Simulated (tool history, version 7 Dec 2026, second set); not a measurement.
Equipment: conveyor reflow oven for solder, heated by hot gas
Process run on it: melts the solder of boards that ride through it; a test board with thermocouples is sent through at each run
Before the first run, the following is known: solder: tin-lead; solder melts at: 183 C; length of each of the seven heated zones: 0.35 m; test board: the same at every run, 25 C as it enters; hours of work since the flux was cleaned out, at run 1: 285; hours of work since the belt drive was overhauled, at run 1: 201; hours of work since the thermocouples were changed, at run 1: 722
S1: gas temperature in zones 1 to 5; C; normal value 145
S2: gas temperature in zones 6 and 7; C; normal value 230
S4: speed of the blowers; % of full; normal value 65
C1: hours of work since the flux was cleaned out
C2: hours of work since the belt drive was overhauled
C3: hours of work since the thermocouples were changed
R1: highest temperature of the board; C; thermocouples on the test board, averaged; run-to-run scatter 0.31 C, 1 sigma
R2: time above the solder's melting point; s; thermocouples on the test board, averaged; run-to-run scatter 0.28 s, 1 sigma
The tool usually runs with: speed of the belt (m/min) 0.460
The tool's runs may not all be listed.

{"run": 1, "hour": 0.0, "S1": 145, "S2": 230, "speed of the belt (m/min)": 0.46, "S4": 65, "C1": 285, "C2": 201, "C3": 722, "R1": 215.7, "R2": 71.4}
{"hour": 84.5, "done": "flux residue cleaned out of gas plates and filters"}
{"run": 2, "hour": 89.0, "S1": 145, "S2": 230, "speed of the belt (m/min)": 0.46, "S4": 65, "C1": 3, "C2": 255, "C3": 776, "R1": 216.5, "R2": 72.5}
{"run": 3, "hour": 133.2, "S1": 145, "S2": 230, "speed of the belt (m/min)": 0.485, "S4": 65, "C1": 31, "C2": 283, "C3": 805, "R1": 215.0, "R2": 67.1}
{"run": 4, "hour": 196.2, "S1": 145, "S2": 230, "speed of the belt (m/min)": 0.485, "S4": 65, "C1": 72, "C2": 324, "C3": 845, "R1": 214.8, "R2": 66.8}
{"run": 5, "hour": 279.5, "S1": 145, "S2": 230, "speed of the belt (m/min)": 0.46, "S4": 65, "C1": 125, "C2": 377, "C3": 899, "R1": 215.8, "R2": 72.3}
{"run": 6, "hour": 319.7, "S1": 145, "S2": 230, "speed of the belt (m/min)": 0.46, "S4": 65, "C1": 151, "C2": 403, "C3": 925, "R1": 215.6, "R2": 72.0}
{"run": 7, "hour": 357.6, "S1": 145, "S2": 230, "speed of the belt (m/min)": 0.46, "S4": 65, "C1": 176, "C2": 427, "C3": 949, "R1": 215.9, "R2": 72.4}
{"run": 8, "hour": 438.9, "S1": 145, "S2": 230, "speed of the belt (m/min)": 0.46, "S4": 65, "C1": 228, "C2": 480, "C3": 1001, "R1": 216.1, "R2": 71.8}
{"run": 9, "hour": 490.2, "S1": 145, "S2": 230, "speed of the belt (m/min)": 0.46, "S4": 65, "C1": 261, "C2": 513, "C3": 1034, "R1": 215.6, "R2": 71.3}
{"run": 10, "hour": 537.7, "S1": 145, "S2": 218, "speed of the belt (m/min)": 0.46, "S4": 65, "C1": 292, "C2": 543, "C3": 1065, "R1": 205.3, "R2": 60.1}
{"hour": 562.7, "done": "thermocouples of zones 6 and 7 changed"}
{"run": 11, "hour": 605.3, "S1": 145, "S2": 218, "speed of the belt (m/min)": 0.46, "S4": 65, "C1": 334, "C2": 586, "C3": 27, "R1": 206.0, "R2": 61.9}
{"hour": 615.5, "done": "flux residue cleaned out of gas plates and filters"}
{"run": 12, "hour": 668.7, "S1": 145, "S2": 218, "speed of the belt (m/min)": 0.46, "S4": 65, "C1": 34, "C2": 623, "C3": 65, "R1": 207.2, "R2": 63.7}
{"run": 13, "hour": 745.0, "S1": 145, "S2": 230, "speed of the belt (m/min)": 0.528, "S4": 65, "C1": 83, "C2": 672, "C3": 114, "R1": 213.7, "R2": 60.6}
{"run": 14, "hour": 828.4, "S1": 145, "S2": 230, "speed of the belt (m/min)": 0.528, "S4": 65, "C1": 137, "C2": 726, "C3": 168, "R1": 213.5, "R2": 60.1}
{"run": 15, "hour": 894.1, "S1": 145, "S2": 230, "speed of the belt (m/min)": 0.528, "S4": 65, "C1": 179, "C2": 768, "C3": 210, "R1": 213.5, "R2": 60.0}
{"run": 16, "hour": 957.7, "S1": 145, "S2": 230, "speed of the belt (m/min)": 0.528, "S4": 65, "C1": 220, "C2": 809, "C3": 251, "R1": 213.4, "R2": 59.8}
{"run": 17, "hour": 996.1, "S1": 142, "S2": 230, "speed of the belt (m/min)": 0.46, "S4": 84, "C1": 245, "C2": 834, "C3": 276, "R1": 218.9, "R2": 75.1}
{"run": 18, "hour": 1077.3, "S1": 142, "S2": 236, "speed of the belt (m/min)": 0.536, "S4": 84, "C1": 297, "C2": 886, "C3": 328, "R1": 220.7, "R2": 64.8}
{"run": 19, "hour": 1127.4, "S1": 142, "S2": 222, "speed of the belt (m/min)": 0.536, "S4": 84, "C1": 329, "C2": 918, "C3": 360, "R1": 207.6, "R2": 53.0}
{"hour": 1144.2, "done": "flux residue cleaned out of gas plates and filters"}
{"run": 20, "hour": 1194.9, "S1": 142, "S2": 218, "speed of the belt (m/min)": 0.468, "S4": 84, "C1": 33, "C2": 958, "C3": 400, "R1": 208.2, "R2": 64.1}
{"run": 21, "hour": 1235.1, "S1": 157, "S2": 238, "speed of the belt (m/min)": 0.46, "S4": 56, "C1": 59, "C2": 984, "C3": 426, "R1": 224.7, "R2": 85.2}

Expected results for the next run?
{"run": 22, "hour": 1294.0, "S1": 145, "S2": 230, "speed of the belt (m/min)": 0.437, "S4": 86, "C1": 96, "C2": 1022, "C3": 464, "R1": "?", "R2": "?"}

{"run 22": {"R1": 220.8, "R2": 82.9}}
On a tool with no hidden condition, and with the same random variation, this run would have come out at R1 221.6 C, R2 81.6 s.
